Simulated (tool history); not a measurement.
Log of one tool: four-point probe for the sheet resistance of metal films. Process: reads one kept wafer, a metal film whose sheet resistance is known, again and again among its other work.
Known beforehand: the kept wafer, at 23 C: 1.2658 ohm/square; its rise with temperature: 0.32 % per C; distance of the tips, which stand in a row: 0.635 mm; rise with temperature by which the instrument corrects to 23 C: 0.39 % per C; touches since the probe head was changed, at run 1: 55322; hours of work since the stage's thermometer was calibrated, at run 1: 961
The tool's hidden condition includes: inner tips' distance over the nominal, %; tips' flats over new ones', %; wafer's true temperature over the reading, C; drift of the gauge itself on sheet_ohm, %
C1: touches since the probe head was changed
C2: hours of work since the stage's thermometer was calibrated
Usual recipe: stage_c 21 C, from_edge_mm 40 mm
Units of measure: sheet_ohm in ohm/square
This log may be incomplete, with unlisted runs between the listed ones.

{"run": 1, "day": 0.0, "stage_c": 21, "from_edge_mm": 40, "C1": 55322, "C2": 961, "sheet_ohm": 1.272868}
{"run": 2, "day": 3.054, "stage_c": 26, "from_edge_mm": 40, "C1": 58427, "C2": 1000, "sheet_ohm": 1.26889}
{"run": 3, "day": 5.562, "stage_c": 33, "from_edge_mm": 40, "C1": 60981, "C2": 1033, "sheet_ohm": 1.26328}
{"run": 4, "day": 9.204, "stage_c": 33, "from_edge_mm": 40, "C1": 64683, "C2": 1080, "sheet_ohm": 1.263927}
{"run": 5, "day": 12.804, "stage_c": 33, "from_edge_mm": 40, "C1": 68348, "C2": 1127, "sheet_ohm": 1.264382}
{"run": 6, "day": 15.188, "stage_c": 33, "from_edge_mm": 40, "C1": 70770, "C2": 1158, "sheet_ohm": 1.26434}
{"run": 7, "day": 17.021, "stage_c": 33, "from_edge_mm": 40, "C1": 72634, "C2": 1182, "sheet_ohm": 1.263923}
{"run": 8, "day": 20.812, "stage_c": 22, "from_edge_mm": 40, "C1": 76491, "C2": 1231, "sheet_ohm": 1.274031}
{"run": 9, "day": 24.562, "stage_c": 19, "from_edge_mm": 40, "C1": 80305, "C2": 1280, "sheet_ohm": 1.277066}
{"day": 28.367, "done": "new probe head fitted"}
{"run": 10, "day": 28.629, "stage_c": 19, "from_edge_mm": 40, "C1": 268, "C2": 1332, "sheet_ohm": 1.274485}
{"run": 11, "day": 30.883, "stage_c": 21, "from_edge_mm": 15, "C1": 2561, "C2": 1361, "sheet_ohm": 1.274055}
{"run": 12, "day": 33.483, "stage_c": 21, "from_edge_mm": 15, "C1": 5204, "C2": 1395, "sheet_ohm": 1.27454}
{"run": 13, "day": 37.192, "stage_c": 21, "from_edge_mm": 40, "C1": 8980, "C2": 1443, "sheet_ohm": 1.273054}
{"run": 14, "day": 39.667, "stage_c": 20, "from_edge_mm": 15, "C1": 11494, "C2": 1475, "sheet_ohm": 1.275734}
{"run": 15, "day": 41.446, "stage_c": 18, "from_edge_mm": 6, "C1": 13307, "C2": 1498, "sheet_ohm": 1.283899}
{"run": 16, "day": 44.775, "stage_c": 26, "from_edge_mm": 6, "C1": 16692, "C2": 1542, "sheet_ohm": 1.276818}
{"run": 17, "day": 47.121, "stage_c": 18, "from_edge_mm": 16, "C1": 19080, "C2": 1572, "sheet_ohm": 1.277303}
{"run": 18, "day": 49.462, "stage_c": 22, "from_edge_mm": 40, "C1": 21459, "C2": 1602, "sheet_ohm": 1.27338}
{"day": 49.671, "done": "stage's thermometer calibrated"}
{"run": 19, "day": 53.8, "stage_c": 21, "from_edge_mm": 5, "C1": 25849, "C2": 54, "sheet_ohm": 1.284849}
{"run": 20, "day": 55.779, "stage_c": 25, "from_edge_mm": 40, "C1": 27864, "C2": 79, "sheet_ohm": 1.270926}
{"run": 21, "day": 58.025, "stage_c": 24, "from_edge_mm": 45, "C1": 30150, "C2": 108, "sheet_ohm": 1.271757}
{"run": 22, "day": 59.9, "stage_c": 34, "from_edge_mm": 3, "C1": 32055, "C2": 133, "sheet_ohm": 1.293282}
{"run": 23, "day": 63.238, "stage_c": 27, "from_edge_mm": 8, "C1": 35453, "C2": 176, "sheet_ohm": 1.273588}
{"run": 24, "day": 67.529, "stage_c": 27, "from_edge_mm": 8, "C1": 39818, "C2": 232, "sheet_ohm": 1.273697}
{"day": 69.454, "done": "stage's thermometer calibrated, once more"}
{"run": 25, "day": 70.692, "stage_c": 23, "from_edge_mm": 40, "C1": 43012, "C2": 16, "sheet_ohm": 1.277596}
{"run": 26, "day": 75.117, "stage_c": 20, "from_edge_mm": 4, "C1": 47511, "C2": 74, "sheet_ohm": 1.297451}

Each row is a separate what-if for the run after 26, all from the same tool condition, not one after another. Results?
{"run": "A", "day": 78.967, "stage_c": 26, "from_edge_mm": 40, "C1": 51428, "C2": 123, "sheet_ohm": "?"}
{"run": "B", "day": 78.967, "stage_c": 22, "from_edge_mm": 4, "C1": 51428, "C2": 123, "sheet_ohm": "?"}
{"run": "C", "day": 78.967, "stage_c": 22, "from_edge_mm": 4, "C1": 51428, "C2": 123, "sheet_ohm": "?"}
{"run": "D", "day": 78.967, "stage_c": 20, "from_edge_mm": 4, "C1": 51428, "C2": 123, "sheet_ohm": "?"}

run=A sheet_ohm=1.275522
run=B sheet_ohm=1.295599
run=C sheet_ohm=1.295688
run=D sheet_ohm=1.297621
Take away the tool's hidden state, keep each run's random variation, and the runs would have read:
run=A sheet_ohm=1.263296
run=B sheet_ohm=1.283197
run=C sheet_ohm=1.283286
run=D sheet_ohm=1.285202
